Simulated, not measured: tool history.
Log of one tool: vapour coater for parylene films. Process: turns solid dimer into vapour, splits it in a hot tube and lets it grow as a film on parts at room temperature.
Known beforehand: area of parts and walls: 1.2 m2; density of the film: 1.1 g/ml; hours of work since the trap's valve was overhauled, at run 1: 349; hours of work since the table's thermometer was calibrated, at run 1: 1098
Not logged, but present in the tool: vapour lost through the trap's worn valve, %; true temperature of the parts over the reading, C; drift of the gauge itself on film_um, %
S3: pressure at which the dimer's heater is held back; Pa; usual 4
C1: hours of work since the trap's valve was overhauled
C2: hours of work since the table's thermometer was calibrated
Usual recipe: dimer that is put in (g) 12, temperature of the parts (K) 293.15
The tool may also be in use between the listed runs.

{"run": 1, "hour": 0.0, "dimer that is put in (g)": 12, "temperature of the parts (K)": 293.15, "S3": 4, "C1": 349, "C2": 1098, "thickness of the film (µm)": 5.71}
{"run": 2, "hour": 51.6, "dimer that is put in (g)": 12, "temperature of the parts (K)": 293.15, "S3": 4, "C1": 382, "C2": 1131, "thickness of the film (µm)": 5.66}
{"run": 3, "hour": 83.0, "dimer that is put in (g)": 12, "temperature of the parts (K)": 293.15, "S3": 4, "C1": 402, "C2": 1151, "thickness of the film (µm)": 5.65}
{"run": 4, "hour": 140.4, "dimer that is put in (g)": 12, "temperature of the parts (K)": 293.15, "S3": 4, "C1": 439, "C2": 1188, "thickness of the film (µm)": 5.66}
{"run": 5, "hour": 171.6, "dimer that is put in (g)": 7, "temperature of the parts (K)": 293.15, "S3": 4, "C1": 459, "C2": 1209, "thickness of the film (µm)": 3.3}
{"run": 6, "hour": 199.4, "dimer that is put in (g)": 12, "temperature of the parts (K)": 293.15, "S3": 4, "C1": 477, "C2": 1226, "thickness of the film (µm)": 5.65}
{"run": 7, "hour": 262.9, "dimer that is put in (g)": 12, "temperature of the parts (K)": 293.15, "S3": 4, "C1": 518, "C2": 1267, "thickness of the film (µm)": 5.64}
{"run": 8, "hour": 326.3, "dimer that is put in (g)": 12, "temperature of the parts (K)": 293.15, "S3": 4, "C1": 559, "C2": 1308, "thickness of the film (µm)": 5.62}
{"run": 9, "hour": 372.2, "dimer that is put in (g)": 12, "temperature of the parts (K)": 293.15, "S3": 4, "C1": 589, "C2": 1338, "thickness of the film (µm)": 5.58}
{"hour": 417.0, "done": "trap's valve overhauled"}
{"run": 10, "hour": 439.1, "dimer that is put in (g)": 12, "temperature of the parts (K)": 293.15, "S3": 6.78, "C1": 14, "C2": 1379, "thickness of the film (µm)": 5.81}
{"run": 11, "hour": 475.1, "dimer that is put in (g)": 12, "temperature of the parts (K)": 293.15, "S3": 6.78, "C1": 37, "C2": 1402, "thickness of the film (µm)": 5.82}
{"run": 12, "hour": 508.2, "dimer that is put in (g)": 12, "temperature of the parts (K)": 293.15, "S3": 6.78, "C1": 59, "C2": 1423, "thickness of the film (µm)": 5.78}
{"run": 13, "hour": 538.3, "dimer that is put in (g)": 21, "temperature of the parts (K)": 289.15, "S3": 2.03, "C1": 78, "C2": 1443, "thickness of the film (µm)": 12.96}
{"run": 14, "hour": 571.8, "dimer that is put in (g)": 6, "temperature of the parts (K)": 293.15, "S3": 2.26, "C1": 100, "C2": 1464, "thickness of the film (µm)": 3.06}
{"run": 15, "hour": 636.4, "dimer that is put in (g)": 6, "temperature of the parts (K)": 293.15, "S3": 2.26, "C1": 142, "C2": 1506, "thickness of the film (µm)": 3.07}

Predict the results of run 16:
{"run": 16, "hour": 675.5, "dimer that is put in (g)": 6, "temperature of the parts (K)": 293.15, "S3": 2.26, "C1": 167, "C2": 1531, "thickness of the film (µm)": "?"}

{"run 16": {"thickness of the film (µm)": 3.03}}
Minus the tool's unlogged condition, the same run would have read thickness of the film (µm) 3.

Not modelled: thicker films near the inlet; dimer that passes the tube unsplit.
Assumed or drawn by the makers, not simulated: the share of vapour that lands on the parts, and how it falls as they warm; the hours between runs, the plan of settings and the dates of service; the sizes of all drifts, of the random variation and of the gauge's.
